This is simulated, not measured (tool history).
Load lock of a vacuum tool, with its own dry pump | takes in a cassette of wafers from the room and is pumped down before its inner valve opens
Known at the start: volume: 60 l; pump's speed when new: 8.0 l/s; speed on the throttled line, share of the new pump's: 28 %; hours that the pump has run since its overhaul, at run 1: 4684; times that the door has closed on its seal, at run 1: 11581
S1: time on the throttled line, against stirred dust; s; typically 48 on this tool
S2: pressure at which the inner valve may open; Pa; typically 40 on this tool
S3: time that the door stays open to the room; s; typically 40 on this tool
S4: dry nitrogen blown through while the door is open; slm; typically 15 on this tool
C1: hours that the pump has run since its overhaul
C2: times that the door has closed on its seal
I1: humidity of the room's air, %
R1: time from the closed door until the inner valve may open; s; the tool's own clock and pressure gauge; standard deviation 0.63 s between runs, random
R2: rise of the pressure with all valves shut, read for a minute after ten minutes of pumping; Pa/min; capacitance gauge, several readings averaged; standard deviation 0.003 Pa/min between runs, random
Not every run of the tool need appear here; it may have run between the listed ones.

{"run": 1, "hour": 0.0, "S1": 48, "S2": 40, "S3": 40, "S4": 15, "C1": 4684, "C2": 11581, "I1": 43.5, "R1": 96.3, "R2": 0.067}
{"run": 2, "hour": 208.5, "S1": 48, "S2": 40, "S3": 40, "S4": 15, "C1": 4893, "C2": 12421, "I1": 45.9, "R1": 95.4, "R2": 0.075}
{"run": 3, "hour": 486.4, "S1": 48, "S2": 40, "S3": 40, "S4": 15, "C1": 5170, "C2": 13540, "I1": 42.8, "R1": 94.9, "R2": 0.083}
{"run": 4, "hour": 713.3, "S1": 48, "S2": 40, "S3": 40, "S4": 8, "C1": 5397, "C2": 14454, "I1": 40.1, "R1": 96.0, "R2": 0.081}
{"run": 5, "hour": 880.4, "S1": 48, "S2": 40, "S3": 40, "S4": 6, "C1": 5565, "C2": 15127, "I1": 46.8, "R1": 95.9, "R2": 0.103}
{"run": 6, "hour": 1059.0, "S1": 48, "S2": 33, "S3": 40, "S4": 6, "C1": 5743, "C2": 15846, "I1": 43.4, "R1": 97.3, "R2": 0.103}
{"run": 7, "hour": 1188.5, "S1": 48, "S2": 33, "S3": 40, "S4": 6, "C1": 5873, "C2": 16367, "I1": 45.9, "R1": 97.1, "R2": 0.109}
{"run": 8, "hour": 1415.5, "S1": 61, "S2": 40, "S3": 40, "S4": 15, "C1": 6100, "C2": 17281, "I1": 42.2, "R1": 105.7, "R2": 0.109}
{"run": 9, "hour": 1542.8, "S1": 32, "S2": 40, "S3": 40, "S4": 15, "C1": 6227, "C2": 17794, "I1": 44.5, "R1": 84.8, "R2": 0.113}
{"run": 10, "hour": 1833.3, "S1": 32, "S2": 40, "S3": 40, "S4": 15, "C1": 6517, "C2": 18964, "I1": 49.0, "R1": 85.4, "R2": 0.124}
{"run": 11, "hour": 1959.9, "S1": 32, "S2": 40, "S3": 40, "S4": 15, "C1": 6644, "C2": 19474, "I1": 47.7, "R1": 84.3, "R2": 0.131}
{"run": 12, "hour": 2139.4, "S1": 48, "S2": 40, "S3": 40, "S4": 12, "C1": 6823, "C2": 20196, "I1": 43.5, "R1": 97.2, "R2": 0.132}
{"run": 13, "hour": 2408.7, "S1": 48, "S2": 63, "S3": 40, "S4": 12, "C1": 7093, "C2": 21281, "I1": 46.3, "R1": 91.8, "R2": 0.144}
{"run": 14, "hour": 2595.9, "S1": 48, "S2": 63, "S3": 40, "S4": 12, "C1": 7280, "C2": 22035, "I1": 44.2, "R1": 92.5, "R2": 0.158}
{"run": 15, "hour": 2748.9, "S1": 48, "S2": 40, "S3": 70, "S4": 8, "C1": 7433, "C2": 22651, "I1": 46.2, "R1": 97.3, "R2": 0.165}
{"run": 16, "hour": 3021.7, "S1": 46, "S2": 39, "S3": 40, "S4": 15, "C1": 7706, "C2": 23749, "I1": 43.1, "R1": 95.7, "R2": 0.171}
{"run": 17, "hour": 3244.9, "S1": 46, "S2": 39, "S3": 40, "S4": 15, "C1": 7929, "C2": 24648, "I1": 42.5, "R1": 94.1, "R2": 0.177}
{"run": 18, "hour": 3487.6, "S1": 46, "S2": 39, "S3": 144, "S4": 15, "C1": 8172, "C2": 25625, "I1": 46.3, "R1": 95.8, "R2": 0.206}
{"run": 19, "hour": 3614.8, "S1": 45, "S2": 39, "S3": 124, "S4": 5, "C1": 8299, "C2": 26138, "I1": 45.4, "R1": 95.9, "R2": 0.217}
{"run": 20, "hour": 3807.9, "S1": 48, "S2": 40, "S3": 126, "S4": 15, "C1": 8492, "C2": 26915, "I1": 41.4, "R1": 96.6, "R2": 0.214}
{"run": 21, "hour": 4046.5, "S1": 48, "S2": 72, "S3": 40, "S4": 8, "C1": 8731, "C2": 27876, "I1": 43.8, "R1": 92.6, "R2": 0.219}
{"run": 22, "hour": 4213.7, "S1": 48, "S2": 58, "S3": 40, "S4": 8, "C1": 8898, "C2": 28549, "I1": 44.7, "R1": 94.5, "R2": 0.226}
{"run": 23, "hour": 4389.0, "S1": 48, "S2": 58, "S3": 40, "S4": 8, "C1": 9073, "C2": 29255, "I1": 45.9, "R1": 95.6, "R2": 0.231}
{"run": 24, "hour": 4679.7, "S1": 48, "S2": 58, "S3": 40, "S4": 8, "C1": 9364, "C2": 30426, "I1": 46.2, "R1": 94.9, "R2": 0.246}
{"run": 25, "hour": 4936.5, "S1": 48, "S2": 58, "S3": 40, "S4": 8, "C1": 9621, "C2": 31460, "I1": 46.4, "R1": 94.6, "R2": 0.254}
{"run": 26, "hour": 5215.8, "S1": 48, "S2": 58, "S3": 40, "S4": 8, "C1": 9900, "C2": 32584, "I1": 44.5, "R1": 94.7, "R2": 0.279}

Hidden state or all else? Some run-to-run changes of R1, split into what the settings, what came in and random variation would give without the hidden state, and what is left for the hidden state (with any gauge scatter that isn't in both results):
Hidden state at play: pump's speed, % of a new pump's; leak at the door's seal, Pa l/s; drift of the gauge itself on ready_s, %; drift of the gauge itself on rise_pa_min, %.
Run 8 -> 9: S1 61 -> 32. R1 -20.9 s: hidden state +0.6, all else -21.5.
Run 11 -> 12: S1 32 -> 48, S4 15 -> 12. R1 +12.9 s: hidden state -0.2, all else +13.1.
Run 14 -> 15: S2 63 -> 40, S3 40 -> 70, S4 12 -> 8. R1 +4.8 s: hidden state +0.3, all else +4.5.
